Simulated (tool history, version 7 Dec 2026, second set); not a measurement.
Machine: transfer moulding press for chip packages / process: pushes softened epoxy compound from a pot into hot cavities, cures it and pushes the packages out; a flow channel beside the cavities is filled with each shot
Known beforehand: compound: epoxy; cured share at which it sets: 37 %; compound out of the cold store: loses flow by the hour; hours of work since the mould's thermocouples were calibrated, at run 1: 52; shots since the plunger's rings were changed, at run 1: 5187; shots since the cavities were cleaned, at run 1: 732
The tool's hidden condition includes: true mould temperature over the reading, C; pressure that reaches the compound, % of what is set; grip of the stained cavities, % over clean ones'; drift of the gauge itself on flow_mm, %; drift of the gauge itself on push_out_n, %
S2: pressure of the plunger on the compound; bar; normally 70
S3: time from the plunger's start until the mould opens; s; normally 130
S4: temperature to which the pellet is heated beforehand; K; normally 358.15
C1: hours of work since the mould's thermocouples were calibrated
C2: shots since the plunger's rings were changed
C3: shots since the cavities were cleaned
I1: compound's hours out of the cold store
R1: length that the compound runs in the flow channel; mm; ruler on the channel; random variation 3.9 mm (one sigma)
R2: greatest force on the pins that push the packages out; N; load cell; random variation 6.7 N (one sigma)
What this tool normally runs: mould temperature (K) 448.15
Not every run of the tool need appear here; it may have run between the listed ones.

Run 1, hour 0: usual settings; C1 52; C2 5187; C3 732; I1 8.4. Result: R1 706 mm, R2 461 N.
Run 2, hour 11: usual settings; C1 57; C2 5260; C3 805; I1 22.8. Result: R1 651 mm, R2 495 N.
Run 3, hour 16.8: usual settings; C1 59; C2 5299; C3 844; I1 24.5. Result: R1 647 mm, R2 477 N.
Run 4, hour 27.9: usual settings; C1 65; C2 5372; C3 917; I1 21.7. Result: R1 652 mm, R2 479 N.
Run 5, hour 35.3: usual settings; C1 68; C2 5421; C3 966; I1 26.1. Result: R1 646 mm, R2 490 N.
Run 6, hour 40.6: usual settings; C1 71; C2 5457; C3 1002; I1 22.6. Result: R1 655 mm, R2 494 N.
Run 7, hour 51.4: usual settings but S2 60.9 bar; C1 76; C2 5528; C3 1073; I1 15.4. Result: R1 630 mm, R2 527 N.
At hour 60.3: cavities cleaned with cleaning compound and waxed.
Run 8, hour 60.9: usual settings but S2 60.9 bar; C1 79; C2 5581; C3 4; I1 44.1. Result: R1 541 mm, R2 286 N.
Run 9, hour 69.9: usual settings but S2 60.9 bar; C1 84; C2 5641; C3 64; I1 26.8. Result: R1 590 mm, R2 308 N.
Run 10, hour 81.2: usual settings but S2 60.9 bar; C1 89; C2 5716; C3 139; I1 30. Result: R1 582 mm, R2 342 N.
At hour 94.3: plunger's sealing rings changed.
Run 11, hour 94.8: usual settings but S2 60.9 bar; C1 94; C2 3; C3 212; I1 26.5. Result: R1 659 mm, R2 352 N.
Run 12, hour 107.5: usual settings but mould temperature (K) 447.15; C1 100; C2 87; C3 296; I1 8.2. Result: R1 778 mm, R2 396 N.
Run 13, hour 114.2: usual settings; C1 103; C2 132; C3 341; I1 44.6. Result: R1 648 mm, R2 392 N.
Run 14, hour 122.1: usual settings but S4 361.15 K; C1 107; C2 184; C3 393; I1 31.8. Result: R1 679 mm, R2 384 N.
At hour 125.1: mould's thermocouples calibrated.
Run 15, hour 131.6: usual settings but mould temperature (K) 445.15, S2 86.9 bar, S3 142 s, S4 362.15 K; C1 3; C2 234; C3 443; I1 28.3. Result: R1 784 mm, R2 425 N.
Run 16, hour 144.1: usual settings but S2 64.6 bar, S3 114 s, S4 365.15 K; C1 9; C2 317; C3 526; I1 39. Result: R1 626 mm, R2 477 N.
At hour 152.5: mould's thermocouples calibrated, once more.
Run 17, hour 157.7: usual settings but mould temperature (K) 443.15, S3 142 s, S4 351.15 K; C1 2; C2 394; C3 603; I1 32.1. Result: R1 702 mm, R2 473 N.
Run 18, hour 165: usual settings but S3 159 s, S4 361.15 K; C1 6; C2 443; C3 652; I1 46.4. Result: R1 636 mm, R2 424 N.
Run 19, hour 176.9: usual settings but S3 159 s, S4 361.15 K; C1 11; C2 521; C3 730; I1 28.2. Result: R1 696 mm, R2 432 N.
Run 20, hour 185: usual settings but mould temperature (K) 453.15, S2 72.8 bar, S3 151 s, S4 353.15 K; C1 15; C2 575; C3 784; I1 34.7. Result: R1 670 mm, R2 432 N.
Run 21, hour 192.4: usual settings but S2 73 bar, S3 116 s, S4 366.15 K; C1 19; C2 624; C3 833; I1 30.4. Result: R1 693 mm, R2 515 N.
Run 22, hour 202.8: usual settings but mould temperature (K) 455.15, S2 56.9 bar, S3 127 s, S4 359.15 K; C1 23; C2 693; C3 902; I1 31. Result: R1 598 mm, R2 455 N.

What does the tool deliver on the next run?
Run 23, hour 215.1: usual settings but mould temperature (K) 455.15, S2 56.9 bar, S3 127 s, S4 359.15 K; C1 29; C2 775; C3 984; I1 20.7. Result: R1 ?, R2 ?.

{"run 23": {"R1": 628, "R2": 461}}
Take away the tool's hidden state, keep the run-to-run variation as it was, and the same run would have given R1 639 mm, R2 252 N.
